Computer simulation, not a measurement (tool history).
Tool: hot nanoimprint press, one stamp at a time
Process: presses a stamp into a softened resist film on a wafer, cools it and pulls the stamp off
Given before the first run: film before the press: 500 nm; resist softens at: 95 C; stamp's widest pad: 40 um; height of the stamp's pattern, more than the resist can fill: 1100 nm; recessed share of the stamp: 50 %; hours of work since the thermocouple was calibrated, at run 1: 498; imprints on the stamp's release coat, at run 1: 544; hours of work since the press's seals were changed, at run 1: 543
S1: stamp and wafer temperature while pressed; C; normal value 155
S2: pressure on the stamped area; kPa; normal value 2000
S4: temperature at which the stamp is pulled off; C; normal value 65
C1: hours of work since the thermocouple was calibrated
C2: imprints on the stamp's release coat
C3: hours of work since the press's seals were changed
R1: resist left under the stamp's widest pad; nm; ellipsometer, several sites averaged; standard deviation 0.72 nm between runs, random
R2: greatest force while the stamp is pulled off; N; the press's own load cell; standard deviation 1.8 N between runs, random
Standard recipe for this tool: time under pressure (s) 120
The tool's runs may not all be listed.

Run 1, hour 0.0: usual settings; C1 498; C2 544; C3 543. Result: R1 269.5 nm, R2 250 N.
At hour 9.7: stamp cleaned and given a new release coat.
Run 2, hour 27.2: usual settings; C1 512; C2 71; C3 557. Result: R1 270.0 nm, R2 221 N.
Run 3, hour 52.0: usual settings; C1 529; C2 173; C3 574. Result: R1 268.8 nm, R2 228 N.
At hour 63.5: plate thermocouple calibrated.
Run 4, hour 93.9: usual settings but time under pressure (s) 210; C1 20; C2 332; C3 600. Result: R1 209.9 nm, R2 235 N.
Run 5, hour 132.2: usual settings but S1 165 C; C1 46; C2 489; C3 626. Result: R1 165.4 nm, R2 242 N.
At hour 154.1: stamp cleaned and given a new release coat.
Run 6, hour 160.5: usual settings; C1 61; C2 26; C3 641. Result: R1 262.8 nm, R2 220 N.
Run 7, hour 187.4: usual settings; C1 79; C2 137; C3 659. Result: R1 263.6 nm, R2 223 N.
Run 8, hour 214.9: usual settings but S1 159 C; C1 98; C2 249; C3 677. Result: R1 218.6 nm, R2 230 N.
Run 9, hour 237.0: usual settings but S2 2320 kPa; C1 113; C2 340; C3 692. Result: R1 250.6 nm, R2 234 N.
Run 10, hour 257.8: usual settings but time under pressure (s) 90; C1 127; C2 425; C3 706. Result: R1 291.8 nm, R2 239 N.
Run 11, hour 278.9: usual settings but time under pressure (s) 90; C1 141; C2 511; C3 720. Result: R1 292.2 nm, R2 246 N.
At hour 297.9: stamp cleaned and given a new release coat.
Run 12, hour 319.2: usual settings but time under pressure (s) 90; C1 164; C2 88; C3 743. Result: R1 291.8 nm, R2 219 N.
Run 13, hour 358.8: usual settings but S4 60 C; C1 191; C2 250; C3 770. Result: R1 265.6 nm, R2 251 N.
Run 14, hour 393.9: usual settings but S4 60 C; C1 214; C2 394; C3 794. Result: R1 265.0 nm, R2 262 N.
At hour 440.8: stamp cleaned and given a new release coat.
Run 15, hour 443.2: usual settings but S4 60 C; C1 243; C2 10; C3 823. Result: R1 268.8 nm, R2 233 N.
Run 16, hour 478.8: usual settings but S1 157 C, time under pressure (s) 126, S4 67 C; C1 267; C2 156; C3 847. Result: R1 240.7 nm, R2 217 N.
Run 17, hour 502.7: usual settings but S1 157 C, time under pressure (s) 126, S4 67 C; C1 283; C2 254; C3 863. Result: R1 241.6 nm, R2 226 N.
Run 18, hour 532.7: usual settings but S1 152 C, S2 1420 kPa, time under pressure (s) 140; C1 303; C2 377; C3 883. Result: R1 322.9 nm, R2 241 N.
Run 19, hour 570.5: usual settings but S1 161 C, time under pressure (s) 124, S4 62 C; C1 329; C2 532; C3 908. Result: R1 203.9 nm, R2 261 N.
At hour 582.5: stamp cleaned and given a new release coat.
Run 20, hour 616.2: usual settings but S1 151 C, S2 1830 kPa, time under pressure (s) 71, S4 56 C; C1 355; C2 138; C3 935. Result: R1 374.2 nm, R2 261 N.
Run 21, hour 659.5: usual settings but S1 151 C, S2 1830 kPa, time under pressure (s) 71, S4 56 C; C1 385; C2 316; C3 964. Result: R1 373.9 nm, R2 272 N.
Run 22, hour 677.3: usual settings but S1 151 C, S2 1830 kPa, time under pressure (s) 201, S4 55 C; C1 397; C2 389; C3 976. Result: R1 280.1 nm, R2 284 N.
Run 23, hour 696.7: usual settings but S1 151 C, S2 1830 kPa, time under pressure (s) 201, S4 55 C; C1 410; C2 468; C3 989. Result: R1 280.7 nm, R2 287 N.
At hour 723.6: stamp cleaned and given a new release coat.
Run 24, hour 736.1: usual settings but S1 151 C, S2 2390 kPa, time under pressure (s) 206, S4 55 C; C1 432; C2 52; C3 1012. Result: R1 255.3 nm, R2 256 N.
At hour 749.9: press's hydraulic seals changed and the load cell set to zero.
Run 25, hour 762.4: usual settings but S1 151 C, S2 2390 kPa, time under pressure (s) 206, S4 55 C; C1 444; C2 126; C3 8. Result: R1 249.0 nm, R2 261 N.
Run 26, hour 783.3: usual settings but S1 151 C, S2 2390 kPa, time under pressure (s) 206, S4 55 C; C1 458; C2 212; C3 22. Result: R1 250.1 nm, R2 271 N.
Run 27, hour 814.6: usual settings but S1 151 C, S2 2390 kPa, time under pressure (s) 206, S4 55 C; C1 479; C2 341; C3 44. Result: R1 250.5 nm, R2 279 N.
Run 28, hour 847.2: usual settings but S1 151 C, S2 1390 kPa, time under pressure (s) 233, S4 55 C; C1 501; C2 474; C3 65. Result: R1 294.8 nm, R2 286 N.
Run 29, hour 865.0: usual settings but S1 147 C, S2 1390 kPa, time under pressure (s) 233, S4 55 C; C1 513; C2 547; C3 77. Result: R1 345.3 nm, R2 300 N.

The logged runs with the hidden state left out (each run's random variation unchanged):
Hidden state at play: true temperature over the reading, C; pressure that arrives at the usual setting, %; grip of the stamp's worn release coat, % over a new coat's; drift of the gauge itself on residual_nm, %; drift of the gauge itself on pull_off_n, %.
run     R1   R2
  1  255.8  215
  2  255.9  213
  3  254.3  214
  4  205.4  215
  5  161.3  213
  6  256.6  218
  7  256.8  214
  8  212.2  214
  9  242.5  213
 10  283.4  213
 11  283.4  214
 12  282.3  212
 13  255.5  233
 14  254.3  234
 15  257.1  230
 16  229.1  205
 17  229.6  208
 18  310.1  216
 19  192.3  225
 20  360.4  248
 21  359.4  247
 22  263.3  253
 23  263.5  251
 24  236.7  248
 25  235.4  248
 26  236.0  252
 27  235.7  251
 28  278.8  249
 29  328.6  256
